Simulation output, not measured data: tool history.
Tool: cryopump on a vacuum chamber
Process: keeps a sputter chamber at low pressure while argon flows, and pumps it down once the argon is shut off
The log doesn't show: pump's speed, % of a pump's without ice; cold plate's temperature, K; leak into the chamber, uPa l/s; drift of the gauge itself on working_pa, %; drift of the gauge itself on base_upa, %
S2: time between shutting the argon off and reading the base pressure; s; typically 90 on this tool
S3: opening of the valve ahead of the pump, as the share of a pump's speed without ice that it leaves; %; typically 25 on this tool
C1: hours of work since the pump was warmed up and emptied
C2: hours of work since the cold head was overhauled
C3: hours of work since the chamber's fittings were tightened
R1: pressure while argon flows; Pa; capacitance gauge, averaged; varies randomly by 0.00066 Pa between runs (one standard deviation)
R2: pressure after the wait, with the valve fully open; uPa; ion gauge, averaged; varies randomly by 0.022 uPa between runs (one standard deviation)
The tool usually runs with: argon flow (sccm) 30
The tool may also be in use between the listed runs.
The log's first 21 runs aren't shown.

Run 22, hour 878.6: usual settings but S2 23 s; C1 128; C2 2340; C3 768. Result: R1 0.1100 Pa, R2 2.89 uPa.
Run 23, hour 918.7: usual settings but S2 23 s; C1 159; C2 2371; C3 800. Result: R1 0.1094 Pa, R2 2.92 uPa.
Run 24, hour 979.5: usual settings but S2 23 s; C1 207; C2 2419; C3 848. Result: R1 0.1107 Pa, R2 3.11 uPa.
Run 25, hour 1005.2: usual settings but argon flow (sccm) 54, S2 26 s, S3 24 %; C1 228; C2 2440; C3 868. Result: R1 0.2065 Pa, R2 2.82 uPa.
Run 26, hour 1062.8: usual settings but argon flow (sccm) 54, S2 26 s, S3 24 %; C1 273; C2 2485; C3 914. Result: R1 0.2076 Pa, R2 2.99 uPa.
Run 27, hour 1099.7: usual settings but argon flow (sccm) 54, S2 26 s, S3 24 %; C1 302; C2 2514; C3 943. Result: R1 0.2067 Pa, R2 2.93 uPa.
Run 28, hour 1129.4: usual settings but argon flow (sccm) 54, S2 26 s, S3 24 %; C1 326; C2 2538; C3 966. Result: R1 0.2090 Pa, R2 2.98 uPa.
Run 29, hour 1167.3: usual settings but argon flow (sccm) 22, S2 121 s, S3 55 %; C1 355; C2 2568; C3 996. Result: R1 0.0387 Pa, R2 1.81 uPa.
Run 30, hour 1195.8: usual settings but argon flow (sccm) 14, S2 71 s; C1 378; C2 2590; C3 1019. Result: R1 0.0527 Pa, R2 2.08 uPa.
Run 31, hour 1236.1: usual settings but argon flow (sccm) 15, S2 24 s; C1 410; C2 2622; C3 1051. Result: R1 0.0546 Pa, R2 3.23 uPa.
Run 32, hour 1279.1: usual settings but argon flow (sccm) 15, S2 24 s; C1 444; C2 2656; C3 1085. Result: R1 0.0559 Pa, R2 3.26 uPa.
Run 33, hour 1331.1: usual settings but argon flow (sccm) 15, S2 158 s, S3 30 %; C1 485; C2 2697; C3 1126. Result: R1 0.0467 Pa, R2 1.95 uPa.

Branching from run 33: 3 alternative next runs. What would each branch give?
Run A, hour 1367.7: usual settings but argon flow (sccm) 17, S2 63 s, S3 19 %; C1 514; C2 2726; C3 1154. Result: R1 ?, R2 ?.
Run B, hour 1367.7: usual settings but S3 30 %; C1 514; C2 2726; C3 1154. Result: R1 ?, R2 ?.
Run C, hour 1367.7: usual settings but argon flow (sccm) 15, S2 81 s, S3 28 %; C1 514; C2 2726; C3 1154. Result: R1 ?, R2 ?.

run      R1    R2
  A  0.0836  2.28
  B  0.0950  2.16
  C  0.0509  2.28
The same runs, with their run-to-run variation unchanged, on a tool lacking any hidden condition would have given:
run      R1    R2
  A  0.0809  0.80
  B  0.0903  0.62
  C  0.0486  0.70

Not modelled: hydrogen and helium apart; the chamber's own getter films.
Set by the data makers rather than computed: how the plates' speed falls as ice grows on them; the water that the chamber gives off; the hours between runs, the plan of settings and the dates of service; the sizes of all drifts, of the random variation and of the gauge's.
